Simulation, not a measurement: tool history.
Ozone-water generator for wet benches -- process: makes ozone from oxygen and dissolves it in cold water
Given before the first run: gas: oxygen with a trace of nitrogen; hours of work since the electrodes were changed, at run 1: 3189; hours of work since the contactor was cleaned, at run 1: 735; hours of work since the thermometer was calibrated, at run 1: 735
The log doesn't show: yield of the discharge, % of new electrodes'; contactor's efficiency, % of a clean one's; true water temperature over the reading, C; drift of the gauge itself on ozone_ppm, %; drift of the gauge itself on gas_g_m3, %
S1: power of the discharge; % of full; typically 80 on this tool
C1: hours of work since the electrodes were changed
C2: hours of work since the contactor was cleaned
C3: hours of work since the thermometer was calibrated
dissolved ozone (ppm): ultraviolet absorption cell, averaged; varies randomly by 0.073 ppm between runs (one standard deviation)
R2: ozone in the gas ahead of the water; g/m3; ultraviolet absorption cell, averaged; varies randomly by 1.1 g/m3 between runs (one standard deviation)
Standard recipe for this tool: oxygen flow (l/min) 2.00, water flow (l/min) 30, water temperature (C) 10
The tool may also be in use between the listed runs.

Run 1, hour 0.0: usual settings; C1 3189; C2 735; C3 735. Result: dissolved ozone (ppm) 7.40, R2 186.9 g/m3.
Run 2, hour 120.7: usual settings but oxygen flow (l/min) 1.79; C1 3262; C2 807; C3 807. Result: dissolved ozone (ppm) 6.97, R2 194.5 g/m3.
Run 3, hour 215.7: usual settings; C1 3319; C2 864; C3 864. Result: dissolved ozone (ppm) 7.35, R2 185.8 g/m3.
Run 4, hour 327.8: usual settings; C1 3386; C2 932; C3 932. Result: dissolved ozone (ppm) 7.25, R2 188.9 g/m3.
Run 5, hour 445.4: usual settings; C1 3457; C2 1002; C3 1002. Result: dissolved ozone (ppm) 7.21, R2 188.5 g/m3.
Run 6, hour 548.1: usual settings; C1 3519; C2 1064; C3 1064. Result: dissolved ozone (ppm) 7.26, R2 185.6 g/m3.
Run 7, hour 701.0: usual settings but S1 54 % of full; C1 3611; C2 1156; C3 1156. Result: dissolved ozone (ppm) 5.43, R2 141.2 g/m3.
Run 8, hour 768.6: usual settings but S1 54 % of full; C1 3651; C2 1197; C3 1197. Result: dissolved ozone (ppm) 5.56, R2 140.8 g/m3.
Run 9, hour 913.1: usual settings but water flow (l/min) 32; C1 3738; C2 1284; C3 1284. Result: dissolved ozone (ppm) 6.67, R2 183.7 g/m3.
Run 10, hour 986.8: usual settings but water flow (l/min) 32; C1 3783; C2 1328; C3 1328. Result: dissolved ozone (ppm) 6.72, R2 186.5 g/m3.
Run 11, hour 1130.2: usual settings but water flow (l/min) 32; C1 3869; C2 1414; C3 1414. Result: dissolved ozone (ppm) 6.72, R2 185.7 g/m3.
Run 12, hour 1207.3: usual settings but S1 76 % of full; C1 3915; C2 1461; C3 1461. Result: dissolved ozone (ppm) 7.06, R2 178.8 g/m3.
Run 13, hour 1280.4: usual settings but S1 76 % of full; C1 3959; C2 1505; C3 1505. Result: dissolved ozone (ppm) 7.05, R2 177.7 g/m3.
Run 14, hour 1433.9: usual settings; C1 4051; C2 1597; C3 1597. Result: dissolved ozone (ppm) 7.12, R2 184.7 g/m3.
Run 15, hour 1579.7: usual settings but oxygen flow (l/min) 3.53; C1 4139; C2 1685; C3 1685. Result: dissolved ozone (ppm) 9.24, R2 148.1 g/m3.
Run 16, hour 1702.3: usual settings; C1 4213; C2 1758; C3 1758. Result: dissolved ozone (ppm) 7.07, R2 185.5 g/m3.
Run 17, hour 1826.9: usual settings; C1 4288; C2 1833; C3 1833. Result: dissolved ozone (ppm) 7.04, R2 184.6 g/m3.
Run 18, hour 1902.5: usual settings but S1 70 % of full, water temperature (C) 12; C1 4333; C2 1879; C3 1879. Result: dissolved ozone (ppm) 6.33, R2 167.9 g/m3.
Run 19, hour 2016.1: usual settings but water flow (l/min) 45, water temperature (C) 7; C1 4402; C2 1947; C3 1947. Result: dissolved ozone (ppm) 4.30, R2 182.1 g/m3.
Run 20, hour 2099.8: usual settings but S1 46 % of full, oxygen flow (l/min) 1.00; C1 4452; C2 1998; C3 1998. Result: dissolved ozone (ppm) 3.32, R2 162.5 g/m3.
Run 21, hour 2217.7: usual settings but S1 42 % of full, oxygen flow (l/min) 2.39, water flow (l/min) 23; C1 4523; C2 2069; C3 2069. Result: dissolved ozone (ppm) 6.40, R2 109.4 g/m3.
Run 22, hour 2288.9: usual settings but water flow (l/min) 28, water temperature (C) 8; C1 4566; C2 2111; C3 2111. Result: dissolved ozone (ppm) 7.63, R2 182.9 g/m3.
Run 23, hour 2448.4: usual settings but S1 70 % of full, oxygen flow (l/min) 2.13, water temperature (C) 18; C1 4662; C2 2207; C3 2207. Result: dissolved ozone (ppm) 6.22, R2 160.5 g/m3.
Run 24, hour 2606.9: usual settings but S1 70 % of full, oxygen flow (l/min) 2.13, water temperature (C) 18; C1 4757; C2 2303; C3 2303. Result: dissolved ozone (ppm) 6.10, R2 159.6 g/m3.
Run 25, hour 2711.5: usual settings but water temperature (C) 18; C1 4820; C2 2365; C3 2365. Result: dissolved ozone (ppm) 6.51, R2 182.0 g/m3.
Run 26, hour 2864.5: usual settings but S1 65 % of full, oxygen flow (l/min) 3.58; C1 4912; C2 2458; C3 2458. Result: dissolved ozone (ppm) 7.68, R2 125.1 g/m3.
Run 27, hour 2936.2: usual settings but S1 58 % of full, oxygen flow (l/min) 1.60, water temperature (C) 6; C1 4955; C2 2501; C3 2501. Result: dissolved ozone (ppm) 5.04, R2 157.6 g/m3.
Run 28, hour 3050.7: usual settings but S1 58 % of full, oxygen flow (l/min) 1.60, water temperature (C) 6; C1 5024; C2 2570; C3 2570. Result: dissolved ozone (ppm) 4.88, R2 157.5 g/m3.
Run 29, hour 3137.7: usual settings but S1 63 % of full, water flow (l/min) 44, water temperature (C) 13; C1 5076; C2 2622; C3 2622. Result: dissolved ozone (ppm) 3.58, R2 151.1 g/m3.
Run 30, hour 3228.6: usual settings but S1 93 % of full, oxygen flow (l/min) 1.39, water flow (l/min) 28, water temperature (C) 6; C1 5131; C2 2677; C3 2677. Result: dissolved ozone (ppm) 6.97, R2 229.9 g/m3.
Run 31, hour 3381.0: usual settings but S1 40 % of full, water flow (l/min) 45, water temperature (C) 15; C1 5223; C2 2768; C3 2768. Result: dissolved ozone (ppm) 2.61, R2 110.8 g/m3.
Run 32, hour 3449.4: usual settings but S1 40 % of full, water flow (l/min) 45, water temperature (C) 15; C1 5264; C2 2809; C3 2809. Result: dissolved ozone (ppm) 2.55, R2 110.7 g/m3.

Below are 5 alternative next runs, each starting from the tool's condition after run 32. Predict each:
Run A, hour 3572.4: usual settings but S1 40 % of full, water flow (l/min) 26, water temperature (C) 15; C1 5338; C2 2883; C3 2883. Result: dissolved ozone (ppm) ?, R2 ?.
Run B, hour 3572.4: usual settings but S1 40 % of full, oxygen flow (l/min) 2.25, water flow (l/min) 20, water temperature (C) 11; C1 5338; C2 2883; C3 2883. Result: dissolved ozone (ppm) ?, R2 ?.
Run C, hour 3572.4: usual settings but S1 64 % of full, water flow (l/min) 22, water temperature (C) 11; C1 5338; C2 2883; C3 2883. Result: dissolved ozone (ppm) ?, R2 ?.
Run D, hour 3572.4: usual settings but S1 40 % of full, oxygen flow (l/min) 1.04, water flow (l/min) 25, water temperature (C) 15; C1 5338; C2 2883; C3 2883. Result: dissolved ozone (ppm) ?, R2 ?.
Run E, hour 3572.4: usual settings but S1 50 % of full, oxygen flow (l/min) 2.19, water flow (l/min) 45, water temperature (C) 15; C1 5338; C2 2883; C3 2883. Result: dissolved ozone (ppm) ?, R2 ?.

run  dissolved ozone (ppm)     R2
  A                   4.75  111.6
  B                   6.80  106.1
  C                   8.12  153.5
  D                   3.66  143.5
  E                   3.20  126.1
What these runs would have given with no unlogged condition in the tool:
run  dissolved ozone (ppm)     R2
  A                   5.35  118.1
  B                   7.61  112.4
  C                   9.39  168.0
  D                   4.11  152.0
  E                   3.67  135.6
